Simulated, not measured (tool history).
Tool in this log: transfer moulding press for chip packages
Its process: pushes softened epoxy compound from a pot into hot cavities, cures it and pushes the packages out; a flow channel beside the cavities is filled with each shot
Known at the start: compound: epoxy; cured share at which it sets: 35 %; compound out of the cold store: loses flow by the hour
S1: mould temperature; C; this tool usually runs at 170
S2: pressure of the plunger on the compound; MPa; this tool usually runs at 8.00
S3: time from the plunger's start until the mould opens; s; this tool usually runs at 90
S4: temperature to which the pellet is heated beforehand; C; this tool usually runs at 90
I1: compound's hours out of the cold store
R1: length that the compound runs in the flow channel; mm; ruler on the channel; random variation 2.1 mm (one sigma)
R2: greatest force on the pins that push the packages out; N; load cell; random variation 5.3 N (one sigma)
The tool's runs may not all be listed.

run	hour	S1	S2	S3	S4	I1	R1	R2
1	0.0	170	8.00	90	90	28.8	481	190
2	13.5	170	8.00	90	90	13.9	525	214
3	20.2	170	8.00	90	90	13.9	529	242
4	32.5	170	8.00	90	90	41.8	451	264
5	40.5	170	8.00	90	90	13.1	528	260
6	49.5	170	8.00	90	90	10.4	534	290
7	62.0	170	8.00	90	90	36.1	467	287
# hour 69.8: cavities cleaned with cleaning compound and waxed
8	73.1	170	8.00	90	91	35.4	469	191
9	85.8	170	9.88	90	91	35.9	517	225
10	97.1	170	9.88	90	91	14.3	577	252
11	107.7	170	9.88	90	91	15.5	573	271
12	117.6	165	8.00	90	90	46.5	445	311
13	131.4	165	8.00	90	90	16.4	522	347
# hour 140.6: cavities cleaned with cleaning compound and waxed
14	145.2	170	8.00	72	90	21.1	501	232
15	157.1	177	8.00	90	90	40.9	441	202
16	165.8	172	9.70	93	84	26.7	523	226
17	176.1	170	8.00	103	90	23.0	492	252
18	187.6	170	8.00	103	90	24.1	490	263
19	197.9	170	8.00	112	90	29.7	474	273
20	208.8	170	7.56	105	90	23.4	476	285
# hour 212.3: cavities cleaned with cleaning compound and waxed
21	220.3	171	8.00	99	90	33.9	459	186
22	231.6	166	6.10	119	90	32.3	412	208
23	239.1	166	6.10	119	90	14.2	453	243
24	251.8	174	6.10	119	87	31.1	404	252
25	259.0	174	6.10	109	87	13.0	445	277
26	270.8	170	6.54	113	90	17.7	454	285
# hour 283.7: cavities cleaned with cleaning compound and waxed
27	284.2	163	6.22	104	90	20.1	450	197
28	294.3	163	6.22	104	90	37.1	408	215

3 options for the next run, each taken on its own from the tool as it stands now. Forecast them:
A	307.9	170	7.85	90	90	11.7	?	?
B	307.9	171	9.31	80	90	45.9	?	?
C	307.9	169	8.00	90	90	9.9	?	?

run	R1	R2
A	510	238
B	465	243
C	519	239
With no hidden state in the tool, these same runs would have given:
run	R1	R2
A	535	184
B	488	186
C	545	184
